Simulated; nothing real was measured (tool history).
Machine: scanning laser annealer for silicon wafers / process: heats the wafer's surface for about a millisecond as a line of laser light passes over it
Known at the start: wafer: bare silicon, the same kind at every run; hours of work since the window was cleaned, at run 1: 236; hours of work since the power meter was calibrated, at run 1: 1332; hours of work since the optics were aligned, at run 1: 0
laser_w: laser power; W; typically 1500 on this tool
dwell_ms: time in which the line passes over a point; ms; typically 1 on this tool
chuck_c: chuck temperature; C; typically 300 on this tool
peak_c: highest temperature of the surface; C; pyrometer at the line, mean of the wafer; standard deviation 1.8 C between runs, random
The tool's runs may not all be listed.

run	hour	laser_w	dwell_ms	chuck_c	hours of work since the window was cleaned	hours of work since the power meter was calibrated	hours of work since the optics were aligned	peak_c
1	0	1500	1	300	236	1332	0	1044
2	45.7	1500	1	300	261	1356	24	1043
3	106.1	1500	1	300	293	1388	56	1042
4	190.9	1500	0.79	300	337	1433	101	945
5	270	1500	0.9	300	379	1475	143	991
6	341.7	1500	0.9	336	417	1513	181	1028
7	378.4	1500	0.99	300	437	1532	200	1032
# hour 386.9: window over the wafer cleaned
8	448.8	1500	0.99	300	33	1568	237	1024
9	511.3	1500	1.23	300	66	1601	270	1115
10	593.7	1500	1.15	300	109	1645	313	1080
11	667	1500	1.15	300	148	1684	352	1077
12	743.2	1500	1.12	300	189	1724	392	1068
# hour 763: window over the wafer cleaned, once more
13	795.2	1500	1.12	300	17	1751	419	1104
14	865.6	1500	1	293	54	1788	456	1039
15	943.9	1500	1	293	96	1829	498	1045
16	984.7	1371	1.09	323	117	1851	519	1035
17	1023.3	1371	1.09	323	138	1871	540	1035
18	1076.7	1371	1.09	323	166	1900	568	1036
19	1143.3	1524	1	334	201	1935	603	1091
20	1202.3	1405	1	294	233	1966	634	985
21	1271.9	1303	1	304	269	2003	671	941
22	1312.4	1303	1	304	291	2024	693	940
23	1358.5	1303	1	304	315	2049	717	940
24	1424.5	1403	1.04	271	350	2084	752	974
25	1459.9	1282	1	300	369	2102	771	921
26	1535.4	1282	1	300	409	2142	811	922

Below are 3 alternative next runs, each starting from the tool's condition after run 26. Predict each:
A	1610.8	1282	0.94	300	449	2182	851	?
B	1610.8	1521	1.06	318	449	2182	851	?
C	1610.8	1336	0.99	300	449	2182	851	?

run	peak_c
A	898
B	1084
C	939
Had the tool no hidden state, the same runs would have come out as:
run	peak_c
A	907
B	1096
C	949
